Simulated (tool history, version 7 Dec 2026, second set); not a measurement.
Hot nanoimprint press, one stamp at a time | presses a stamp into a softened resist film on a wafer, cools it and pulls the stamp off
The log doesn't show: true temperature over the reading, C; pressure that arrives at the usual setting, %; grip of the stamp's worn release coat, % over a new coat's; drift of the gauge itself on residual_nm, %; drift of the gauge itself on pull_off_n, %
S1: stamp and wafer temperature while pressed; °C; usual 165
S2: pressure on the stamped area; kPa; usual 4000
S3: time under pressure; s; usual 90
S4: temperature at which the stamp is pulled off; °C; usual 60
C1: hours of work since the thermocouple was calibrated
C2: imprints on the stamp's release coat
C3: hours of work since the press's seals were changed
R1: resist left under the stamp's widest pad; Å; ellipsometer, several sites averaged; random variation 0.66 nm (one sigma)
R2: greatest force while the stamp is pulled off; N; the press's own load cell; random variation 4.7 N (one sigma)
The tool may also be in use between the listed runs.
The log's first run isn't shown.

| run | hour | S1 | S2 | S3 | S4 | C1 | C2 | C3 | R1 | R2 |
|---|---|---|---|---|---|---|---|---|---|---|
| 2 | 7.2 | 165 | 4000 | 90 | 46 | 395 | 190 | 265 | 1087 | 312 |
| 3 | 13.4 | 165 | 4000 | 90 | 60 | 400 | 210 | 269 | 1101 | 247 |
| 4 | 18.6 | 165 | 4000 | 90 | 48 | 404 | 227 | 273 | 1109 | 316 |
| 5 | 29.3 | 165 | 4000 | 90 | 48 | 412 | 263 | 281 | 1107 | 309 |
| 6 | 33.7 | 156 | 4000 | 90 | 60 | 415 | 277 | 284 | 1442 | 230 |
| 7 | 44.3 | 156 | 4000 | 90 | 60 | 423 | 312 | 292 | 1452 | 250 |
| 8 | 52.6 | 156 | 4000 | 90 | 60 | 429 | 339 | 298 | 1438 | 247 |
| 9 | 57.9 | 156 | 4000 | 90 | 60 | 433 | 357 | 302 | 1468 | 246 |
|  | 66.5 | plate thermocouple calibrated |
| 10 | 70.4 | 156 | 4000 | 90 | 60 | 3 | 388 | 309 | 1498 | 265 |
| 11 | 78.6 | 165 | 4000 | 90 | 60 | 9 | 415 | 315 | 1164 | 265 |
| 12 | 87.7 | 165 | 4000 | 90 | 60 | 16 | 444 | 322 | 1175 | 270 |
| 13 | 95.1 | 165 | 4000 | 90 | 60 | 21 | 469 | 327 | 1160 | 262 |
| 14 | 104.9 | 165 | 4000 | 90 | 60 | 28 | 501 | 334 | 1172 | 274 |
| 15 | 113.2 | 165 | 4000 | 90 | 60 | 34 | 528 | 340 | 1170 | 271 |
| 16 | 118.3 | 165 | 4000 | 90 | 60 | 38 | 545 | 344 | 1158 | 260 |
|  | 129.8 | plate thermocouple calibrated, once more |
| 17 | 129.8 | 165 | 4000 | 90 | 60 | 0 | 573 | 350 | 1057 | 251 |
| 18 | 140.7 | 158 | 2550 | 149 | 65 | 8 | 609 | 359 | 1336 | 223 |
| 19 | 151.8 | 158 | 4190 | 149 | 50 | 16 | 645 | 367 | 1109 | 306 |
| 20 | 160.8 | 158 | 4190 | 149 | 50 | 23 | 674 | 373 | 1106 | 311 |

The next listed run, before its measurement:
| 21 | 170.5 | 171 | 3620 | 127 | 63 | 30 | 706 | 380 | ? | ? |

{"run 21": {"R1": 797, "R2": 246}}
Without the tool's hidden state the same run would have given R1 785 Å, R2 220 N.
